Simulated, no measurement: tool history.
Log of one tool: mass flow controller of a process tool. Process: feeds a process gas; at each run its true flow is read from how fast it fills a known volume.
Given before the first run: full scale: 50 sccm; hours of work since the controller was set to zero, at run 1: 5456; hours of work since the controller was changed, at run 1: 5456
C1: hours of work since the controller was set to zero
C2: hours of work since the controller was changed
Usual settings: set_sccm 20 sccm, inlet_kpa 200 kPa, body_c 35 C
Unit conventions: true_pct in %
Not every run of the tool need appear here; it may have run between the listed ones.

{"run": 1, "hour": 0.0, "set_sccm": 20, "inlet_kpa": 200, "body_c": 35, "C1": 5456, "C2": 5456, "true_pct": 104.66}
{"run": 2, "hour": 255.5, "set_sccm": 20, "inlet_kpa": 200, "body_c": 35, "C1": 5606, "C2": 5606, "true_pct": 104.96}
{"run": 3, "hour": 528.1, "set_sccm": 20, "inlet_kpa": 200, "body_c": 35, "C1": 5766, "C2": 5766, "true_pct": 104.92}
{"run": 4, "hour": 862.1, "set_sccm": 20, "inlet_kpa": 200, "body_c": 35, "C1": 5962, "C2": 5962, "true_pct": 105.23}
{"run": 5, "hour": 1064.6, "set_sccm": 20, "inlet_kpa": 200, "body_c": 35, "C1": 6081, "C2": 6081, "true_pct": 105.3}
{"hour": 1321.1, "done": "controller's zero set anew"}
{"run": 6, "hour": 1382.1, "set_sccm": 20, "inlet_kpa": 200, "body_c": 35, "C1": 36, "C2": 6267, "true_pct": 102.35}
{"run": 7, "hour": 1645.4, "set_sccm": 20, "inlet_kpa": 200, "body_c": 35, "C1": 191, "C2": 6422, "true_pct": 102.49}
{"run": 8, "hour": 1999.1, "set_sccm": 20, "inlet_kpa": 200, "body_c": 35, "C1": 398, "C2": 6630, "true_pct": 102.76}
{"run": 9, "hour": 2264.0, "set_sccm": 19, "inlet_kpa": 200, "body_c": 35, "C1": 554, "C2": 6785, "true_pct": 102.91}
{"run": 10, "hour": 2667.4, "set_sccm": 20, "inlet_kpa": 200, "body_c": 20, "C1": 791, "C2": 7022, "true_pct": 101.98}
{"run": 11, "hour": 2960.0, "set_sccm": 47, "inlet_kpa": 200, "body_c": 20, "C1": 963, "C2": 7194, "true_pct": 102.51}
{"run": 12, "hour": 3225.1, "set_sccm": 20, "inlet_kpa": 200, "body_c": 35, "C1": 1118, "C2": 7350, "true_pct": 103.29}
{"run": 13, "hour": 3451.4, "set_sccm": 20, "inlet_kpa": 200, "body_c": 35, "C1": 1251, "C2": 7483, "true_pct": 103.43}
{"run": 14, "hour": 3654.9, "set_sccm": 20, "inlet_kpa": 200, "body_c": 35, "C1": 1371, "C2": 7602, "true_pct": 103.63}
{"run": 15, "hour": 4025.4, "set_sccm": 20, "inlet_kpa": 200, "body_c": 35, "C1": 1589, "C2": 7820, "true_pct": 103.67}
{"run": 16, "hour": 4233.3, "set_sccm": 11, "inlet_kpa": 200, "body_c": 35, "C1": 1711, "C2": 7942, "true_pct": 104.53}
{"run": 17, "hour": 4633.1, "set_sccm": 6, "inlet_kpa": 200, "body_c": 35, "C1": 1946, "C2": 8177, "true_pct": 106.46}
{"run": 18, "hour": 5008.8, "set_sccm": 20, "inlet_kpa": 158, "body_c": 36, "C1": 2166, "C2": 8398, "true_pct": 104.46}
{"run": 19, "hour": 5280.1, "set_sccm": 6, "inlet_kpa": 158, "body_c": 27, "C1": 2326, "C2": 8557, "true_pct": 106.52}
{"run": 20, "hour": 5699.0, "set_sccm": 6, "inlet_kpa": 158, "body_c": 27, "C1": 2572, "C2": 8803, "true_pct": 107.16}
{"run": 21, "hour": 6111.5, "set_sccm": 24, "inlet_kpa": 175, "body_c": 27, "C1": 2814, "C2": 9045, "true_pct": 104.16}
{"run": 22, "hour": 6374.8, "set_sccm": 24, "inlet_kpa": 175, "body_c": 27, "C1": 2969, "C2": 9200, "true_pct": 104.17}
{"run": 23, "hour": 6795.2, "set_sccm": 24, "inlet_kpa": 175, "body_c": 27, "C1": 3215, "C2": 9447, "true_pct": 104.32}
{"hour": 7003.6, "done": "controller exchanged for a calibrated one"}
{"run": 24, "hour": 7131.3, "set_sccm": 24, "inlet_kpa": 175, "body_c": 27, "C1": 75, "C2": 75, "true_pct": 99.96}
{"run": 25, "hour": 7466.9, "set_sccm": 6, "inlet_kpa": 272, "body_c": 21, "C1": 272, "C2": 272, "true_pct": 99.27}
{"run": 26, "hour": 7644.1, "set_sccm": 6, "inlet_kpa": 272, "body_c": 21, "C1": 376, "C2": 376, "true_pct": 99.54}
{"run": 27, "hour": 8036.9, "set_sccm": 25, "inlet_kpa": 218, "body_c": 21, "C1": 607, "C2": 607, "true_pct": 99.66}
{"run": 28, "hour": 8452.2, "set_sccm": 25, "inlet_kpa": 218, "body_c": 21, "C1": 851, "C2": 851, "true_pct": 99.98}
{"run": 29, "hour": 8812.9, "set_sccm": 25, "inlet_kpa": 218, "body_c": 21, "C1": 1063, "C2": 1063, "true_pct": 100.23}
{"run": 30, "hour": 9079.0, "set_sccm": 25, "inlet_kpa": 218, "body_c": 21, "C1": 1219, "C2": 1219, "true_pct": 100.24}
{"run": 31, "hour": 9507.1, "set_sccm": 25, "inlet_kpa": 218, "body_c": 21, "C1": 1471, "C2": 1471, "true_pct": 100.39}
{"run": 32, "hour": 9731.5, "set_sccm": 7, "inlet_kpa": 176, "body_c": 36, "C1": 1602, "C2": 1602, "true_pct": 103.05}
{"run": 33, "hour": 9969.9, "set_sccm": 39, "inlet_kpa": 188, "body_c": 24, "C1": 1742, "C2": 1742, "true_pct": 101.1}

5 options for the next run, each taken on its own from the tool as it stands now. Forecast them:
{"run": "A", "hour": 10228.2, "set_sccm": 49, "inlet_kpa": 243, "body_c": 23, "C1": 1894, "C2": 1894, "true_pct": "?"}
{"run": "B", "hour": 10228.2, "set_sccm": 17, "inlet_kpa": 199, "body_c": 37, "C1": 1894, "C2": 1894, "true_pct": "?"}
{"run": "C", "hour": 10228.2, "set_sccm": 39, "inlet_kpa": 145, "body_c": 25, "C1": 1894, "C2": 1894, "true_pct": "?"}
{"run": "D", "hour": 10228.2, "set_sccm": 38, "inlet_kpa": 200, "body_c": 30, "C1": 1894, "C2": 1894, "true_pct": "?"}
{"run": "E", "hour": 10228.2, "set_sccm": 20, "inlet_kpa": 200, "body_c": 35, "C1": 1894, "C2": 1894, "true_pct": "?"}

run=A true_pct=100.87
run=B true_pct=102.18
run=C true_pct=101.09
run=D true_pct=101.36
run=E true_pct=101.97
Take away the tool's hidden state, keep each run's random variation, and the runs would have read:
run=A true_pct=99.65
run=B true_pct=100.20
run=C true_pct=99.77
run=D true_pct=100.02
run=E true_pct=100.16

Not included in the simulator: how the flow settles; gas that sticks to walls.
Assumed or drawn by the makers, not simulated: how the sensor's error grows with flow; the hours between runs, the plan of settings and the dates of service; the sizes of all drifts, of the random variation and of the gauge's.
